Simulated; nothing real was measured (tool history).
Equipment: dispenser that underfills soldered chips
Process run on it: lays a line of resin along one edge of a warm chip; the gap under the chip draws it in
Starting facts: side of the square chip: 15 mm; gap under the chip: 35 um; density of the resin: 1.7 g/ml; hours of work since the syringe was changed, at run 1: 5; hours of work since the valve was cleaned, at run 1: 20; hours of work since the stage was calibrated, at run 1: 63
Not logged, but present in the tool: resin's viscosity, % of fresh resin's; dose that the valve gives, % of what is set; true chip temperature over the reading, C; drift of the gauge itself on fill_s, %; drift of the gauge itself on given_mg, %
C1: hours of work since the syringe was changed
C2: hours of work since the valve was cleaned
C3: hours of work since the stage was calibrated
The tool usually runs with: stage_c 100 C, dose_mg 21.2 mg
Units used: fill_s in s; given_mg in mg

{"run": 1, "hour": 0.0, "stage_c": 100, "dose_mg": 21.2, "C1": 5, "C2": 20, "C3": 63, "fill_s": 354.7, "given_mg": 20.95}
{"hour": 2.4, "done": "new syringe of resin"}
{"run": 2, "hour": 7.0, "stage_c": 100, "dose_mg": 21.2, "C1": 3, "C2": 24, "C3": 67, "fill_s": 299.3, "given_mg": 20.92}
{"run": 3, "hour": 12.2, "stage_c": 100, "dose_mg": 26.2, "C1": 6, "C2": 27, "C3": 70, "fill_s": 372.7, "given_mg": 25.95}
{"hour": 13.0, "done": "new syringe of resin"}
{"run": 4, "hour": 19.5, "stage_c": 111, "dose_mg": 26.2, "C1": 4, "C2": 32, "C3": 75, "fill_s": 217.9, "given_mg": 25.83}
{"hour": 23.7, "done": "new syringe of resin"}
{"run": 5, "hour": 26.6, "stage_c": 111, "dose_mg": 26.2, "C1": 2, "C2": 36, "C3": 79, "fill_s": 188.2, "given_mg": 25.72}
{"run": 6, "hour": 31.1, "stage_c": 100, "dose_mg": 21.2, "C1": 5, "C2": 39, "C3": 82, "fill_s": 336.9, "given_mg": 20.65}
{"hour": 34.8, "done": "new syringe of resin"}
{"run": 7, "hour": 34.9, "stage_c": 100, "dose_mg": 21.2, "C1": 0, "C2": 41, "C3": 84, "fill_s": 238.2, "given_mg": 20.61}
{"run": 8, "hour": 40.0, "stage_c": 100, "dose_mg": 21.2, "C1": 3, "C2": 44, "C3": 87, "fill_s": 305.4, "given_mg": 20.66}
{"run": 9, "hour": 44.1, "stage_c": 115, "dose_mg": 21.2, "C1": 6, "C2": 47, "C3": 90, "fill_s": 225.3, "given_mg": 20.56}
{"hour": 45.7, "done": "new syringe of resin"}
{"run": 10, "hour": 47.8, "stage_c": 111, "dose_mg": 21.2, "C1": 1, "C2": 49, "C3": 92, "fill_s": 184.5, "given_mg": 20.52}
{"run": 11, "hour": 53.9, "stage_c": 100, "dose_mg": 21.2, "C1": 5, "C2": 53, "C3": 96, "fill_s": 352.3, "given_mg": 20.37}
{"hour": 56.4, "done": "new syringe of resin"}
{"run": 12, "hour": 60.9, "stage_c": 100, "dose_mg": 20.9, "C1": 3, "C2": 57, "C3": 100, "fill_s": 299.2, "given_mg": 20.21}
{"hour": 66.9, "done": "new syringe of resin"}
{"run": 13, "hour": 67.5, "stage_c": 100, "dose_mg": 21.2, "C1": 0, "C2": 61, "C3": 104, "fill_s": 240.1, "given_mg": 20.52}
{"run": 14, "hour": 74.5, "stage_c": 100, "dose_mg": 21.2, "C1": 5, "C2": 65, "C3": 109, "fill_s": 336.4, "given_mg": 20.25}
{"hour": 77.5, "done": "new syringe of resin"}
{"run": 15, "hour": 82.4, "stage_c": 86, "dose_mg": 21.2, "C1": 3, "C2": 70, "C3": 113, "fill_s": 493.2, "given_mg": 20.29}
{"run": 16, "hour": 86.5, "stage_c": 86, "dose_mg": 21.2, "C1": 6, "C2": 73, "C3": 116, "fill_s": 615.3, "given_mg": 20.02}
{"hour": 88.1, "done": "new syringe of resin"}
{"run": 17, "hour": 90.6, "stage_c": 86, "dose_mg": 21.2, "C1": 2, "C2": 75, "C3": 118, "fill_s": 444.6, "given_mg": 20.21}
{"run": 18, "hour": 94.7, "stage_c": 86, "dose_mg": 21.2, "C1": 4, "C2": 78, "C3": 121, "fill_s": 549.8, "given_mg": 20.11}
{"hour": 99.0, "done": "new syringe of resin"}
{"run": 19, "hour": 100.7, "stage_c": 90, "dose_mg": 20.1, "C1": 1, "C2": 81, "C3": 125, "fill_s": 366.1, "given_mg": 19.1}
{"run": 20, "hour": 106.7, "stage_c": 100, "dose_mg": 21.5, "C1": 5, "C2": 85, "C3": 128, "fill_s": 340.1, "given_mg": 20.32}
{"hour": 109.6, "done": "new syringe of resin"}
{"run": 21, "hour": 111.0, "stage_c": 90, "dose_mg": 23.9, "C1": 1, "C2": 88, "C3": 131, "fill_s": 355.3, "given_mg": 22.63}
{"run": 22, "hour": 117.5, "stage_c": 90, "dose_mg": 23.9, "C1": 5, "C2": 92, "C3": 135, "fill_s": 491.1, "given_mg": 22.57}
{"hour": 120.3, "done": "new syringe of resin"}
{"run": 23, "hour": 124.7, "stage_c": 97, "dose_mg": 21.2, "C1": 3, "C2": 96, "C3": 139, "fill_s": 317.3, "given_mg": 19.86}
{"run": 24, "hour": 129.6, "stage_c": 100, "dose_mg": 18.6, "C1": 6, "C2": 99, "C3": 142, "fill_s": 370, "given_mg": 17.47}
{"hour": 130.9, "done": "new syringe of resin"}
{"run": 25, "hour": 136.2, "stage_c": 110, "dose_mg": 18.1, "C1": 3, "C2": 103, "C3": 146, "fill_s": 227.1, "given_mg": 16.92}
{"hour": 141.5, "done": "new syringe of resin"}
{"run": 26, "hour": 141.6, "stage_c": 110, "dose_mg": 18.1, "C1": 0, "C2": 106, "C3": 150, "fill_s": 177.1, "given_mg": 16.93}
{"run": 27, "hour": 145.2, "stage_c": 107, "dose_mg": 25.2, "C1": 2, "C2": 109, "C3": 152, "fill_s": 216.3, "given_mg": 23.43}
{"run": 28, "hour": 150.5, "stage_c": 103, "dose_mg": 24.5, "C1": 6, "C2": 112, "C3": 155, "fill_s": 319.1, "given_mg": 22.66}
{"hour": 152.3, "done": "new syringe of resin"}
{"run": 29, "hour": 155.1, "stage_c": 103, "dose_mg": 24.5, "C1": 2, "C2": 115, "C3": 158, "fill_s": 233.3, "given_mg": 22.73}
{"run": 30, "hour": 159.7, "stage_c": 91, "dose_mg": 19.2, "C1": 5, "C2": 118, "C3": 161, "fill_s": 473.4, "given_mg": 17.71}
{"hour": 163.1, "done": "new syringe of resin"}
{"run": 31, "hour": 163.4, "stage_c": 98, "dose_mg": 20, "C1": 0, "C2": 120, "C3": 163, "fill_s": 259.5, "given_mg": 18.37}
{"run": 32, "hour": 170.0, "stage_c": 100, "dose_mg": 18.4, "C1": 4, "C2": 124, "C3": 167, "fill_s": 330.6, "given_mg": 16.99}
{"hour": 171.5, "done": "dispensing valve cleaned and set on the balance"}
{"hour": 174.7, "done": "new syringe of resin"}
{"run": 33, "hour": 175.7, "stage_c": 100, "dose_mg": 18.4, "C1": 1, "C2": 2, "C3": 170, "fill_s": 250, "given_mg": 18.38}
{"run": 34, "hour": 181.6, "stage_c": 108, "dose_mg": 18.4, "C1": 4, "C2": 6, "C3": 174, "fill_s": 253, "given_mg": 18.25}
{"hour": 185.3, "done": "new syringe of resin"}
{"run": 35, "hour": 185.7, "stage_c": 108, "dose_mg": 18.4, "C1": 0, "C2": 9, "C3": 176, "fill_s": 183.8, "given_mg": 18.25}
{"run": 36, "hour": 192.0, "stage_c": 108, "dose_mg": 19.9, "C1": 4, "C2": 13, "C3": 180, "fill_s": 246.7, "given_mg": 19.82}

3 ways to go on from here, each from the tool as it stands after run 36. What would each give?
{"hour": 195.9, "done": "new syringe of resin"}
{"run": "A", "hour": 195.9, "stage_c": 100, "dose_mg": 24.3, "C1": 0, "C2": 15, "C3": 182, "fill_s": "?", "given_mg": "?"}
{"hour": 195.9, "done": "new syringe of resin"}
{"run": "B", "hour": 195.9, "stage_c": 111, "dose_mg": 24.3, "C1": 0, "C2": 15, "C3": 182, "fill_s": "?", "given_mg": "?"}
{"hour": 195.9, "done": "new syringe of resin"}
{"run": "C", "hour": 195.9, "stage_c": 94, "dose_mg": 22.7, "C1": 0, "C2": 15, "C3": 182, "fill_s": "?", "given_mg": "?"}

run=A fill_s=228.7 given_mg=23.98
run=B fill_s=160 given_mg=24.04
run=C fill_s=285.7 given_mg=22.36
With no hidden state in the tool, these same runs would have given:
run=A fill_s=242.4 given_mg=24.25
run=B fill_s=169 given_mg=24.31
run=C fill_s=303.4 given_mg=22.61
